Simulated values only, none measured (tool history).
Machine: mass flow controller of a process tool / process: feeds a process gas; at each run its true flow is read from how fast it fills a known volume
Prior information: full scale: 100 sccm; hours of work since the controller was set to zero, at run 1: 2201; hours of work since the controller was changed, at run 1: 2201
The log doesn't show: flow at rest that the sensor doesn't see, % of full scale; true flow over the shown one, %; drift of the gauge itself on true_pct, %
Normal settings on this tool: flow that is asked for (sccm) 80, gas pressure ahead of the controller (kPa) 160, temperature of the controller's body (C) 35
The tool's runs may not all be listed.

run    hour  flow that is asked for (sccm)  gas pressure ahead of the controller (kPa)  temperature of the controller's body (C)  hours of work since the controller was set to zero  hours of work since the controller was changed  true flow (%)
  1       0                             80                                         160                                        35                                                2201                                            2201          100.2
  2     437                             80                                         160                                        35                                                2472                                            2472         100.36
  3   743.3                             80                                         160                                        35                                                2662                                            2662         100.56
  4    1036                             80                                         160                                        35                                                2844                                            2844         100.52
  5  1431.9                             80                                         160                                        23                                                3090                                            3090         101.89
  6    1875                             80                                         160                                        35                                                3365                                            3365         100.96
  7  2163.8                             78                                         160                                        35                                                3544                                            3544         100.91
  8  2451.5                             15                                         160                                        35                                                3723                                            3723         102.72
  9  2878.4                             15                                         160                                        35                                                3988                                            3988         103.19
 10  3306.9                             80                                         160                                        34                                                4254                                            4254         101.62
 11  3729.8                             80                                         160                                        34                                                4517                                            4517         101.75
 12  4128.8                             53                                         141                                        25                                                4765                                            4765          102.6
 13  4503.5                             15                                         161                                        22                                                4998                                            4998         105.28
 14  4780.9                             15                                         161                                        22                                                5170                                            5170         105.64
 15  5033.6                             45                                         272                                        24                                                5327                                            5327         102.78
 16    5306                             45                                         272                                        24                                                5496                                            5496         102.85

Run 17 comes next. What will it give?
 17  5545.2                             61                                         221                                        24                                                5644                                            5644              ?

{"run 17": {"true flow (%)": 103.12}}
With the hidden condition absent and the run-to-run variation left alone, this run would have shown true flow (%) 99.6.

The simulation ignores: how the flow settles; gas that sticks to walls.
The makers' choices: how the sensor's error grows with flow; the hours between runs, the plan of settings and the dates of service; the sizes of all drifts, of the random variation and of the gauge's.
